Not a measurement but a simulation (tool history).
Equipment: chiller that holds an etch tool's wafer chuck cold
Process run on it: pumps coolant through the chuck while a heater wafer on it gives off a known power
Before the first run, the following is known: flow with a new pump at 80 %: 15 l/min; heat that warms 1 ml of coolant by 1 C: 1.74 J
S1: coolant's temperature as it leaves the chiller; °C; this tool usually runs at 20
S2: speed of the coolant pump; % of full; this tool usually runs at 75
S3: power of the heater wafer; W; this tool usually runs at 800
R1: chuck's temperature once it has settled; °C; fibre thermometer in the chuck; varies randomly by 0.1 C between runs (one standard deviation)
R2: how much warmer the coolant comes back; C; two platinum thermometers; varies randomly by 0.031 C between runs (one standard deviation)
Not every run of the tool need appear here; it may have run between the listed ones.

Run 1, day 0.000: usual settings. Result: R1 26.5 °C, R2 1.98 C.
Run 2, day 1.450: usual settings but S3 907 W. Result: R1 27.6 °C, R2 2.20 C.
Run 3, day 3.221: usual settings but S3 442 W. Result: R1 23.5 °C, R2 1.09 C.
Run 4, day 5.883: usual settings. Result: R1 26.6 °C, R2 2.04 C.
Run 5, day 8.525: usual settings but S3 782 W. Result: R1 26.5 °C, R2 1.97 C.
Run 6, day 10.446: usual settings but S2 70 % of full, S3 782 W. Result: R1 26.9 °C, R2 2.21 C.
Run 7, day 12.892: usual settings but S2 60 % of full. Result: R1 27.8 °C, R2 2.58 C.
Run 8, day 14.267: usual settings but S2 63 % of full. Result: R1 27.5 °C, R2 2.51 C.
Run 9, day 15.808: usual settings but S2 63 % of full. Result: R1 27.6 °C, R2 2.49 C.
Run 10, day 17.571: usual settings. Result: R1 26.7 °C, R2 2.15 C.
Run 11, day 18.933: usual settings but S3 988 W. Result: R1 28.1 °C, R2 2.66 C.
Run 12, day 20.546: usual settings but S3 988 W. Result: R1 28.3 °C, R2 2.74 C.
Run 13, day 22.596: usual settings. Result: R1 26.6 °C, R2 2.24 C.
Run 14, day 25.012: usual settings. Result: R1 26.6 °C, R2 2.29 C.
Run 15, day 26.350: usual settings but S2 87 % of full. Result: R1 26.0 °C, R2 2.01 C.
Run 16, day 27.942: usual settings but S1 28 °C, S2 64 % of full, S3 463 W. Result: R1 32.4 °C, R2 1.33 C.
Run 17, day 30.046: usual settings but S1 12 °C, S2 79 % of full, S3 617 W. Result: R1 16.9 °C, R2 1.51 C.
Run 18, day 31.158: usual settings but S1 27 °C, S2 62 % of full, S3 818 W. Result: R1 34.7 °C, R2 2.49 C.
Run 19, day 32.871: usual settings but S1 15 °C, S2 86 % of full, S3 991 W. Result: R1 22.4 °C, R2 2.18 C.
Run 20, day 34.629: usual settings but S1 15 °C, S3 697 W. Result: R1 20.9 °C, R2 1.82 C.
Run 21, day 37.008: usual settings but S1 18 °C, S2 100 % of full, S3 697 W. Result: R1 22.8 °C, R2 1.41 C.
Run 22, day 38.396: usual settings but S1 18 °C, S2 100 % of full, S3 697 W. Result: R1 22.8 °C, R2 1.40 C.
Run 23, day 39.829: usual settings but S1 18 °C, S2 100 % of full, S3 697 W. Result: R1 22.7 °C, R2 1.38 C.
Run 24, day 41.838: usual settings but S1 12 °C, S2 64 % of full, S3 1148 W. Result: R1 22.4 °C, R2 3.47 C.
Run 25, day 43.033: usual settings but S1 10 °C, S2 69 % of full, S3 617 W. Result: R1 15.5 °C, R2 1.84 C.
Run 26, day 45.096: usual settings but S1 10 °C, S2 69 % of full, S3 617 W. Result: R1 15.3 °C, R2 1.83 C.
Run 27, day 46.392: usual settings but S3 1108 W. Result: R1 29.3 °C, R2 2.94 C.
Run 28, day 48.846: usual settings but S1 17 °C, S3 944 W. Result: R1 24.9 °C, R2 2.52 C.
Run 29, day 51.592: usual settings but S1 17 °C, S2 73 % of full, S3 705 W. Result: R1 23.0 °C, R2 2.09 C.
Run 30, day 53.021: usual settings but S1 17 °C, S2 73 % of full, S3 705 W. Result: R1 23.2 °C, R2 2.08 C.

Withheld: 1 entry from between the runs. Position of each, and hidden state at the listed run before versus the listed run after:
Run 15 -> run 16: gauge calibrated (day 26.696)
  drift of the gauge itself on warmer_back_c, C: 0.34 -> 0.02
  measured minus no-state result, R2: +0.33 -> +0.02 C
